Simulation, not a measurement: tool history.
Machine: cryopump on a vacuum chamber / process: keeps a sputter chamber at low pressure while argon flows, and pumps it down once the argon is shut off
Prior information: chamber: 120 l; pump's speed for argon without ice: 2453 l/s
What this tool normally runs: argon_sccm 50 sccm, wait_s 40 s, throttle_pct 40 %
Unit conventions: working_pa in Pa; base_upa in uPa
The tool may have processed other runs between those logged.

run,hour,argon_sccm,wait_s,throttle_pct,working_pa,base_upa
1,0,50,40,40,0.0923,1.46
2,16.2,50,40,40,0.0934,1.53
3,39.3,50,40,40,0.0934,1.54
4,51.1,50,40,40,0.0924,1.53
5,63.3,50,40,40,0.0943,1.57
6,79.2,50,116,40,0.0943,0.82
7,89,50,71,40,0.0943,1.04
8,102.7,50,40,40,0.0935,1.52
9,120.8,90,40,40,0.169,1.57
10,135,50,40,41,0.0928,1.52
11,155.4,36,40,40,0.0685,1.63
12,172.9,36,40,40,0.0688,1.55
13,189.3,36,40,40,0.0692,1.55
14,205.5,50,40,23,0.1589,1.55
15,226,50,40,23,0.1593,1.62
16,239.9,50,40,23,0.1583,1.59
17,251.4,50,40,40,0.0964,1.56
18,269.4,42,70,40,0.0825,1.12
19,289.3,69,215,28,0.1849,0.71
20,308.6,69,215,28,0.1864,0.71
21,324.9,69,215,28,0.186,0.72
22,339.9,51,87,31,0.1249,1.03
23,363.4,51,87,31,0.1264,0.99
24,387.6,67,59,40,0.1319,1.27
25,409.4,54,59,40,0.1065,1.24
26,422.2,54,69,40,0.1078,1.15
27,441.3,54,69,40,0.107,1.11
28,460.3,44,98,46,0.0773,0.99
29,473.4,44,98,46,0.078,0.98
30,489.3,44,98,46,0.078,0.95
# hour 507.5: leaking fittings of the chamber tightened, without venting
31,513.3,44,98,46,0.0789,0.64
# hour 522.6: pump warmed up, emptied and cooled again
32,540.1,50,161,40,0.087,0.37
33,559.8,50,161,40,0.0867,0.41
34,581.6,36,212,40,0.0635,0.34

Each run again, without the hidden state but with its own random variation kept:
The hidden state here: pump's speed, % of a pump's without ice; cold plate's temperature, K; leak into the chamber, uPa l/s; drift of the gauge itself on working_pa, %; drift of the gauge itself on base_upa, %.
run,working_pa,base_upa
1,0.0855,1.15
2,0.0863,1.21
3,0.086,1.21
4,0.0849,1.2
5,0.0867,1.23
6,0.0865,0.48
7,0.0863,0.71
8,0.0854,1.19
9,0.1538,1.22
10,0.0841,1.19
11,0.0621,1.27
12,0.0622,1.2
13,0.0624,1.2
14,0.1493,1.19
15,0.1494,1.24
16,0.1482,1.22
17,0.0861,1.19
18,0.0736,0.74
19,0.1699,0.33
20,0.1708,0.34
21,0.1701,0.33
22,0.1129,0.64
23,0.114,0.61
24,0.1151,0.87
25,0.0925,0.83
26,0.0936,0.73
27,0.0924,0.71
28,0.0652,0.56
29,0.0656,0.56
30,0.0655,0.53
31,0.0661,0.57
32,0.0867,0.36
33,0.0862,0.4
34,0.063,0.32
